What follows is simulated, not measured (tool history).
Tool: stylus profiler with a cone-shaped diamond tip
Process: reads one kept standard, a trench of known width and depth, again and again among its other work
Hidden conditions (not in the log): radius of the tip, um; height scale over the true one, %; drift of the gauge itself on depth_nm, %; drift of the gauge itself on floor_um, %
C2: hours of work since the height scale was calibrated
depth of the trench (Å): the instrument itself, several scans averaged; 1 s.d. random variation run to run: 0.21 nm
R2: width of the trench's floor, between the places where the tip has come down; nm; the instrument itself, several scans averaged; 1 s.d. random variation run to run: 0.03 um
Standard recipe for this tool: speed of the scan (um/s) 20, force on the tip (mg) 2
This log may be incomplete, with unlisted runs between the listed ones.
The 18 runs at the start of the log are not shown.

{"run": 19, "hour": 230.8, "speed of the scan (um/s)": 20, "force on the tip (mg)": 2, "scans with this tip": 3025, "C2": 275, "depth of the trench (Å)": 10103.7, "R2": 93180}
{"run": 20, "hour": 238.3, "speed of the scan (um/s)": 20, "force on the tip (mg)": 2, "scans with this tip": 3086, "C2": 281, "depth of the trench (Å)": 10105.8, "R2": 93150}
{"run": 21, "hour": 248.5, "speed of the scan (um/s)": 20, "force on the tip (mg)": 2, "scans with this tip": 3170, "C2": 288, "depth of the trench (Å)": 10103.9, "R2": 93100}
{"run": 22, "hour": 255.6, "speed of the scan (um/s)": 20, "force on the tip (mg)": 0.89, "scans with this tip": 3228, "C2": 294, "depth of the trench (Å)": 10062.9, "R2": 93040}
{"run": 23, "hour": 268.8, "speed of the scan (um/s)": 20, "force on the tip (mg)": 1.03, "scans with this tip": 3335, "C2": 303, "depth of the trench (Å)": 10070, "R2": 93030}
{"run": 24, "hour": 279.7, "speed of the scan (um/s)": 11, "force on the tip (mg)": 3.02, "scans with this tip": 3424, "C2": 312, "depth of the trench (Å)": 10135.4, "R2": 93100}
{"run": 25, "hour": 289.1, "speed of the scan (um/s)": 11, "force on the tip (mg)": 3.02, "scans with this tip": 3501, "C2": 319, "depth of the trench (Å)": 10133.3, "R2": 93120}
{"run": 26, "hour": 305.9, "speed of the scan (um/s)": 11, "force on the tip (mg)": 3.02, "scans with this tip": 3638, "C2": 331, "depth of the trench (Å)": 10135.6, "R2": 93000}
{"run": 27, "hour": 317.2, "speed of the scan (um/s)": 71, "force on the tip (mg)": 3.02, "scans with this tip": 3729, "C2": 339, "depth of the trench (Å)": 10138.7, "R2": 92800}
{"run": 28, "hour": 332.1, "speed of the scan (um/s)": 61, "force on the tip (mg)": 0.88, "scans with this tip": 3851, "C2": 350, "depth of the trench (Å)": 10063.3, "R2": 92580}
{"run": 29, "hour": 348.3, "speed of the scan (um/s)": 43, "force on the tip (mg)": 2.99, "scans with this tip": 3983, "C2": 362, "depth of the trench (Å)": 10135.7, "R2": 92810}
{"run": 30, "hour": 358.2, "speed of the scan (um/s)": 16, "force on the tip (mg)": 4.97, "scans with this tip": 4064, "C2": 370, "depth of the trench (Å)": 10191.4, "R2": 92930}
{"run": 31, "hour": 366.9, "speed of the scan (um/s)": 46, "force on the tip (mg)": 4.06, "scans with this tip": 4135, "C2": 376, "depth of the trench (Å)": 10164.9, "R2": 92730}
{"run": 32, "hour": 374.8, "speed of the scan (um/s)": 12, "force on the tip (mg)": 2.63, "scans with this tip": 4199, "C2": 382, "depth of the trench (Å)": 10127.3, "R2": 92940}
{"run": 33, "hour": 388.6, "speed of the scan (um/s)": 12, "force on the tip (mg)": 2.63, "scans with this tip": 4311, "C2": 392, "depth of the trench (Å)": 10129.7, "R2": 92920}
{"run": 34, "hour": 401.0, "speed of the scan (um/s)": 5, "force on the tip (mg)": 4.47, "scans with this tip": 4413, "C2": 402, "depth of the trench (Å)": 10177.6, "R2": 92940}
{"run": 35, "hour": 411.0, "speed of the scan (um/s)": 50, "force on the tip (mg)": 2, "scans with this tip": 4494, "C2": 409, "depth of the trench (Å)": 10107, "R2": 92710}

Expected results for the next run?
{"run": 36, "hour": 419.5, "speed of the scan (um/s)": 50, "force on the tip (mg)": 2, "scans with this tip": 4564, "C2": 415, "depth of the trench (Å)": "?", "R2": "?"}

depth of the trench (Å): 10104.3
R2: 92630 nm
If the tool had no hidden condition, the same run with the same run-to-run variation would have returned depth of the trench (Å) 10098.8, R2 93740 nm.

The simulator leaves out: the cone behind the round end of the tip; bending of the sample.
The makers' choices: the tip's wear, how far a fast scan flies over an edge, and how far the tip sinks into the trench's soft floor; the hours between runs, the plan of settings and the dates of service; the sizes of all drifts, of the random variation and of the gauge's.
